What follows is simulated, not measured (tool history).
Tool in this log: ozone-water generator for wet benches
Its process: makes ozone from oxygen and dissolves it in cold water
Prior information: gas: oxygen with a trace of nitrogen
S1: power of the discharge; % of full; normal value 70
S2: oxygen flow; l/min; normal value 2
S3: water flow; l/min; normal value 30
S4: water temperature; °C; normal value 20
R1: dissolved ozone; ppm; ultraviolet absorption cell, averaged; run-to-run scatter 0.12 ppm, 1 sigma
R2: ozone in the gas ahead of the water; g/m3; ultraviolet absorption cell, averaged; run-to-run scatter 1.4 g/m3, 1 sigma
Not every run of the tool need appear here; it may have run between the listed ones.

run,hour,S1,S2,S3,S4,R1,R2
1,0,70,2,30,20,12.3,268.8
2,61.8,70,2,30,20,12.3,268.7
3,113.5,70,2,30,20,12.4,271.5
4,203.2,70,2,30,20,12.5,272
5,282.6,70,2,30,20,12.5,267.1
# hour 310.9: contactor cleaned
6,384.3,70,2,30,20,12.6,264.5
7,445.4,70,2,30,20,12.6,270.9
8,489.3,70,2,30,20,12.5,268.7
9,575.7,70,2,30,22,12.3,267.6
10,637.9,70,2,20,20,18.1,269.5
11,685.3,70,2,42,20,8.8,270.5
12,755.9,70,2,42,20,8.9,265.2
13,841.4,70,2,30,14,12.9,267.4
14,914.6,70,2,30,20,12.9,268.5
15,964.5,70,2,30,20,12.6,265.2
16,1063.1,70,2,30,20,12.6,266.2
17,1106.9,70,2,33,20,11.3,265.9
18,1158.4,74,1.26,28,13,13.4,386.9
19,1224.7,50,2.59,20,13,14.8,166.8
20,1269.2,50,1.29,20,24,12.8,271.6
21,1359.4,50,1.29,20,24,12.7,269.9
22,1407,50,1.29,20,24,12.8,271.3
23,1450,58,1.27,30,20,10.1,309.9
24,1506.4,70,2,25,25,14.3,266.7
25,1595,63,2.06,23,16,15.1,238.3
26,1651.1,46,2.06,23,16,11.6,184.8
27,1751.8,46,2.06,23,16,11.4,183
28,1836.8,46,2.06,23,16,11.5,181.7
29,1919.6,70,1.08,30,20,11.2,402.9
30,1996.3,70,1.22,19,21,18,374.3
31,2092.1,87,1.22,19,19,22.1,447.8
32,2197.8,87,1.22,19,14,22.7,447

What if the next run were any one of these 3? Each begins from the tool's condition after run 32:
A,2248.1,70,1.85,30,20,?,?
B,2248.1,70,2,30,20,?,?
C,2248.1,70,1.08,30,20,?,?

run,R1,R2
A,12.1,274.6
B,12.6,265.6
C,11.4,409.6
Take away the tool's hidden state, keep each run's random variation, and the runs would have read:
run,R1,R2
A,12.1,282
B,12.6,272.8
C,11.4,420.7
